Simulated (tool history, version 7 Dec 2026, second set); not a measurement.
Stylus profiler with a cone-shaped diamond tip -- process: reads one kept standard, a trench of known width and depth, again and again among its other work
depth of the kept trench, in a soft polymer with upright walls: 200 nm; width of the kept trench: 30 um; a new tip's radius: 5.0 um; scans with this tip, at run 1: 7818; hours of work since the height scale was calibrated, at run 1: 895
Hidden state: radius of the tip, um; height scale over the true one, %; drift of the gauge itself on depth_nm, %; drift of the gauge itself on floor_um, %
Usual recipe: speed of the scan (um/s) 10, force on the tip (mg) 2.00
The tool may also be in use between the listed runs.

run   hour  speed of the scan (um/s)  force on the tip (mg)  scans with this tip  hours of work since the height scale was calibrated  depth of the trench (Å)  width of the trench's floor (um)
  1    0.0                        10                   2.00                 7818                                                  895                   2021.2                             27.01
  2   36.5                        10                   2.00                 7979                                                  913                   2021.4                             27.00
  3   66.6                        10                   2.00                 8112                                                  928                   2021.9                             26.95
  4  111.4                        10                   2.00                 8310                                                  951                   2021.1                             26.97
  5  159.1                        10                   2.00                 8521                                                  975                   2021.3                             26.98
  6  191.6                        10                   2.00                 8664                                                  991                   2022.2                             26.96
  7  238.1                        10                   2.00                 8869                                                 1015                   2021.1                             26.92
  8  281.2                        12                   3.03                 9060                                                 1037                   2030.0                             26.92
  9  303.0                         5                   3.92                 9156                                                 1048                   2036.2                             26.92
     307.5  -- height scale calibrated on a step standard
 10  337.3                         5                   3.92                 9305                                                   15                   2034.7                             26.93
 11  369.4                        24                   2.99                 9447                                                   31                   2027.2                             26.89
 12  395.0                        24                   2.99                 9560                                                   44                   2027.0                             26.93
     400.1  -- height scale calibrated on a step standard, once more
 13  444.1                        24                   2.99                 9774                                                   22                   2035.9                             26.90

Here are 5 independent what-if runs from the current tool condition. What would each one return?
  A  468.7                         5                   1.57                 9883                                                   35                        ?                                 ?
  B  468.7                        24                   1.78                 9883                                                   35                        ?                                 ?
  C  468.7                        22                   2.75                 9883                                                   35                        ?                                 ?
  D  468.7                         2                   2.99                 9883                                                   35                        ?                                 ?
  E  468.7                         7                   3.79                 9883                                                   35                        ?                                 ?

run  depth of the trench (Å)  width of the trench's floor (um)
  A                   2024.2                             26.94
  B                   2025.8                             26.90
  C                   2034.3                             26.93
  D                   2036.2                             26.95
  E                   2041.7                             26.91
Stripped of hidden state, with their random variation kept, the same runs would have yielded:
run  depth of the trench (Å)  width of the trench's floor (um)
  A                   2023.7                             27.22
  B                   2025.3                             27.17
  C                   2033.9                             27.20
  D                   2035.7                             27.23
  E                   2041.3                             27.19

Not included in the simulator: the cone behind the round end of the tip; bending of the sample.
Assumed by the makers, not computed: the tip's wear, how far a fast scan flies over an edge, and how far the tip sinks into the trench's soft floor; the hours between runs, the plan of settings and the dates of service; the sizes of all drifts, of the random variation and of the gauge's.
